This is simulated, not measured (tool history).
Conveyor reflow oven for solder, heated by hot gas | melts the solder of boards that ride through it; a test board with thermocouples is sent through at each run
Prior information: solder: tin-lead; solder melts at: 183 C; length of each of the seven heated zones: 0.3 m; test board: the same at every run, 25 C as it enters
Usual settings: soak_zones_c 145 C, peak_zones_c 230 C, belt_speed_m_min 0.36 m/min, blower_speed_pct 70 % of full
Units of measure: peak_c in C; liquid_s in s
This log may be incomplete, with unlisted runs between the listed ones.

{"run": 1, "hour": 0.0, "soak_zones_c": 145, "peak_zones_c": 230, "belt_speed_m_min": 0.36, "blower_speed_pct": 70, "peak_c": 211.7, "liquid_s": 72.6}
{"run": 2, "hour": 8.8, "soak_zones_c": 145, "peak_zones_c": 230, "belt_speed_m_min": 0.319, "blower_speed_pct": 70, "peak_c": 214.7, "liquid_s": 87.2}
{"run": 3, "hour": 15.0, "soak_zones_c": 145, "peak_zones_c": 230, "belt_speed_m_min": 0.319, "blower_speed_pct": 70, "peak_c": 215, "liquid_s": 87}
{"run": 4, "hour": 20.1, "soak_zones_c": 145, "peak_zones_c": 230, "belt_speed_m_min": 0.36, "blower_speed_pct": 70, "peak_c": 211.5, "liquid_s": 72.3}
{"run": 5, "hour": 24.9, "soak_zones_c": 145, "peak_zones_c": 230, "belt_speed_m_min": 0.36, "blower_speed_pct": 70, "peak_c": 211.7, "liquid_s": 72.8}
{"run": 6, "hour": 29.6, "soak_zones_c": 145, "peak_zones_c": 230, "belt_speed_m_min": 0.36, "blower_speed_pct": 70, "peak_c": 211.6, "liquid_s": 72.4}
{"hour": 34.0, "done": "thermocouples of zones 6 and 7 changed"}
{"run": 7, "hour": 39.5, "soak_zones_c": 145, "peak_zones_c": 230, "belt_speed_m_min": 0.36, "blower_speed_pct": 70, "peak_c": 214, "liquid_s": 74.9}
{"run": 8, "hour": 46.6, "soak_zones_c": 145, "peak_zones_c": 230, "belt_speed_m_min": 0.36, "blower_speed_pct": 70, "peak_c": 214, "liquid_s": 75.3}
{"run": 9, "hour": 52.6, "soak_zones_c": 145, "peak_zones_c": 230, "belt_speed_m_min": 0.36, "blower_speed_pct": 70, "peak_c": 213.3, "liquid_s": 75.1}
{"run": 10, "hour": 58.7, "soak_zones_c": 145, "peak_zones_c": 230, "belt_speed_m_min": 0.36, "blower_speed_pct": 70, "peak_c": 214, "liquid_s": 75.2}
{"hour": 66.8, "done": "flux residue cleaned out of gas plates and filters"}
{"run": 11, "hour": 70.6, "soak_zones_c": 145, "peak_zones_c": 230, "belt_speed_m_min": 0.36, "blower_speed_pct": 70, "peak_c": 217.7, "liquid_s": 80.3}
{"run": 12, "hour": 77.2, "soak_zones_c": 132, "peak_zones_c": 230, "belt_speed_m_min": 0.36, "blower_speed_pct": 70, "peak_c": 215.7, "liquid_s": 72.3}
{"run": 13, "hour": 83.7, "soak_zones_c": 132, "peak_zones_c": 230, "belt_speed_m_min": 0.36, "blower_speed_pct": 70, "peak_c": 215.8, "liquid_s": 72.4}
{"run": 14, "hour": 92.6, "soak_zones_c": 132, "peak_zones_c": 230, "belt_speed_m_min": 0.36, "blower_speed_pct": 70, "peak_c": 215.9, "liquid_s": 72.3}
{"run": 15, "hour": 97.2, "soak_zones_c": 145, "peak_zones_c": 230, "belt_speed_m_min": 0.36, "blower_speed_pct": 70, "peak_c": 217.4, "liquid_s": 80.2}
{"hour": 101.9, "done": "belt drive overhauled, speed set with a stopwatch"}
{"run": 16, "hour": 111.4, "soak_zones_c": 145, "peak_zones_c": 242, "belt_speed_m_min": 0.36, "blower_speed_pct": 70, "peak_c": 228.2, "liquid_s": 88.9}
{"run": 17, "hour": 120.6, "soak_zones_c": 145, "peak_zones_c": 231, "belt_speed_m_min": 0.36, "blower_speed_pct": 53, "peak_c": 213.2, "liquid_s": 73.7}
{"run": 18, "hour": 125.6, "soak_zones_c": 145, "peak_zones_c": 231, "belt_speed_m_min": 0.36, "blower_speed_pct": 53, "peak_c": 212.7, "liquid_s": 73.4}
{"run": 19, "hour": 134.5, "soak_zones_c": 149, "peak_zones_c": 224, "belt_speed_m_min": 0.36, "blower_speed_pct": 70, "peak_c": 213.1, "liquid_s": 77.9}
{"run": 20, "hour": 144.0, "soak_zones_c": 130, "peak_zones_c": 230, "belt_speed_m_min": 0.36, "blower_speed_pct": 70, "peak_c": 215.3, "liquid_s": 70.8}
{"run": 21, "hour": 150.2, "soak_zones_c": 139, "peak_zones_c": 236, "belt_speed_m_min": 0.409, "blower_speed_pct": 70, "peak_c": 217.5, "liquid_s": 67.1}
{"hour": 163.6, "done": "belt drive overhauled, speed set with a stopwatch, once more"}
{"run": 22, "hour": 164.1, "soak_zones_c": 156, "peak_zones_c": 236, "belt_speed_m_min": 0.409, "blower_speed_pct": 53, "peak_c": 215.1, "liquid_s": 69.9}
{"run": 23, "hour": 171.3, "soak_zones_c": 146, "peak_zones_c": 220, "belt_speed_m_min": 0.36, "blower_speed_pct": 70, "peak_c": 208.4, "liquid_s": 69.9}
{"run": 24, "hour": 176.1, "soak_zones_c": 145, "peak_zones_c": 231, "belt_speed_m_min": 0.31, "blower_speed_pct": 70, "peak_c": 221.3, "liquid_s": 96.9}

What will run 25 give?
{"run": 25, "hour": 183.0, "soak_zones_c": 145, "peak_zones_c": 231, "belt_speed_m_min": 0.31, "blower_speed_pct": 70, "peak_c": "?", "liquid_s": "?"}

{"run 25": {"peak_c": 221.2, "liquid_s": 96.9}}
If the tool had no hidden condition, the same run with the same run-to-run variation would have returned peak_c 221.8 C, liquid_s 97.7 s.

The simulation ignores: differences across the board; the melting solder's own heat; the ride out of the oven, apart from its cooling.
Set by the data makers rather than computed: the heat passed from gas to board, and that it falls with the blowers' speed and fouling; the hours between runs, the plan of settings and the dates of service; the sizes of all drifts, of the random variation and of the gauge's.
